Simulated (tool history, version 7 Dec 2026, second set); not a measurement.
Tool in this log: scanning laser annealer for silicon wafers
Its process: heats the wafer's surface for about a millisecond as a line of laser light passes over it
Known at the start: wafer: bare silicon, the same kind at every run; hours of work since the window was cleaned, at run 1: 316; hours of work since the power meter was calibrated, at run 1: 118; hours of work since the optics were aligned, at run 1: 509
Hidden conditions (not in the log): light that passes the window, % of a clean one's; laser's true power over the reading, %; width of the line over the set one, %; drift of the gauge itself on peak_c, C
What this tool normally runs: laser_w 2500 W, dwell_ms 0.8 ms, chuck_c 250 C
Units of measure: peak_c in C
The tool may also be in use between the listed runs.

| run | hour | laser_w | dwell_ms | chuck_c | hours of work since the window was cleaned | hours of work since the power meter was calibrated | hours of work since the optics were aligned | peak_c |
|---|---|---|---|---|---|---|---|---|
| 1 | 0 | 2500 | 0.8 | 250 | 316 | 118 | 509 | 963 |
| 2 | 15.2 | 2500 | 0.8 | 250 | 325 | 127 | 518 | 964 |
| 3 | 29.9 | 2500 | 0.8 | 250 | 333 | 136 | 527 | 964 |
| 4 | 41.6 | 2500 | 0.8 | 250 | 340 | 143 | 534 | 967 |
| 5 | 56.1 | 2500 | 0.8 | 250 | 349 | 152 | 542 | 967 |
| 6 | 73.3 | 2500 | 0.8 | 250 | 359 | 162 | 553 | 966 |
| 7 | 85.9 | 2500 | 0.8 | 250 | 367 | 170 | 560 | 966 |
| 8 | 100.6 | 2500 | 0.8 | 250 | 376 | 178 | 569 | 965 |
| 9 | 117.1 | 2500 | 0.8 | 250 | 386 | 188 | 579 | 967 |
| 10 | 131.4 | 2500 | 0.8 | 258 | 394 | 197 | 587 | 973 |
| 11 | 143.9 | 2500 | 0.8 | 284 | 402 | 204 | 595 | 998 |
| 12 | 158 | 2500 | 0.8 | 284 | 410 | 213 | 603 | 1001 |
| 13 | 170.5 | 2500 | 0.8 | 284 | 418 | 220 | 611 | 997 |
| 14 | 181.1 | 2500 | 0.8 | 284 | 424 | 227 | 617 | 997 |
| 15 | 201.2 | 2500 | 0.953 | 250 | 436 | 239 | 629 | 1038 |
| 16 | 213 | 2500 | 0.8 | 250 | 443 | 246 | 636 | 967 |
| 17 | 226.7 | 2628 | 0.8 | 250 | 451 | 254 | 644 | 1005 |
| 18 | 245 | 2500 | 0.8 | 250 | 462 | 265 | 655 | 960 |
| 19 | 254.2 | 2500 | 0.8 | 250 | 468 | 270 | 661 | 967 |
| 20 | 265.9 | 2461 | 0.8 | 250 | 475 | 277 | 668 | 953 |
| 21 | 274.4 | 2461 | 0.8 | 250 | 480 | 282 | 673 | 947 |
| 22 | 285 | 2613 | 0.772 | 250 | 486 | 289 | 679 | 986 |
| 23 | 297.2 | 2214 | 0.8 | 266 | 493 | 296 | 686 | 892 |
| 24 | 308.1 | 2214 | 0.8 | 266 | 500 | 302 | 693 | 890 |
| 25 | 319.6 | 2500 | 0.664 | 247 | 507 | 309 | 700 | 890 |
| 26 | 331.1 | 2424 | 0.674 | 250 | 514 | 316 | 707 | 878 |
| 27 | 347.3 | 2424 | 0.674 | 250 | 523 | 326 | 716 | 879 |
| 28 | 363.4 | 2424 | 0.674 | 250 | 533 | 336 | 726 | 879 |
| 29 | 373.3 | 2424 | 0.674 | 250 | 539 | 342 | 732 | 880 |
| 30 | 391.2 | 2500 | 0.8 | 267 | 550 | 352 | 743 | 981 |
| 31 | 400.2 | 2500 | 0.8 | 267 | 555 | 358 | 748 | 980 |
| 32 | 418.1 | 2295 | 0.729 | 251 | 566 | 368 | 759 | 870 |
| 33 | 431.9 | 2295 | 0.729 | 251 | 574 | 377 | 767 | 869 |
| 34 | 449.2 | 2295 | 0.729 | 251 | 584 | 387 | 777 | 869 |
| 35 | 462.5 | 2295 | 0.729 | 247 | 592 | 395 | 785 | 866 |
| 36 | 479.5 | 2295 | 0.729 | 247 | 602 | 405 | 795 | 868 |
| 37 | 491 | 2500 | 0.661 | 248 | 609 | 412 | 802 | 890 |
| 38 | 503.6 | 2500 | 0.661 | 248 | 617 | 419 | 810 | 894 |
| 39 | 519.9 | 2500 | 0.661 | 248 | 626 | 429 | 820 | 893 |
| 40 | 529.1 | 2641 | 0.865 | 267 | 632 | 435 | 825 | 1061 |
| 41 | 547.8 | 2495 | 0.69 | 254 | 643 | 446 | 836 | 909 |
| 42 | 564 | 2495 | 0.69 | 254 | 653 | 456 | 846 | 910 |

Branching from run 42: 3 alternative next runs. What would each branch give?
| A | 578.5 | 2678 | 0.827 | 267 | 661 | 464 | 855 | ? |
| B | 578.5 | 2611 | 0.69 | 254 | 661 | 464 | 855 | ? |
| C | 578.5 | 2313 | 0.69 | 219 | 661 | 464 | 855 | ? |

| run | peak_c |
|---|---|
| A | 1052 |
| B | 941 |
| C | 825 |
Without the tool's unlogged condition, the same runs would have read:
| run | peak_c |
|---|---|
| A | 1053 |
| B | 942 |
| C | 825 |
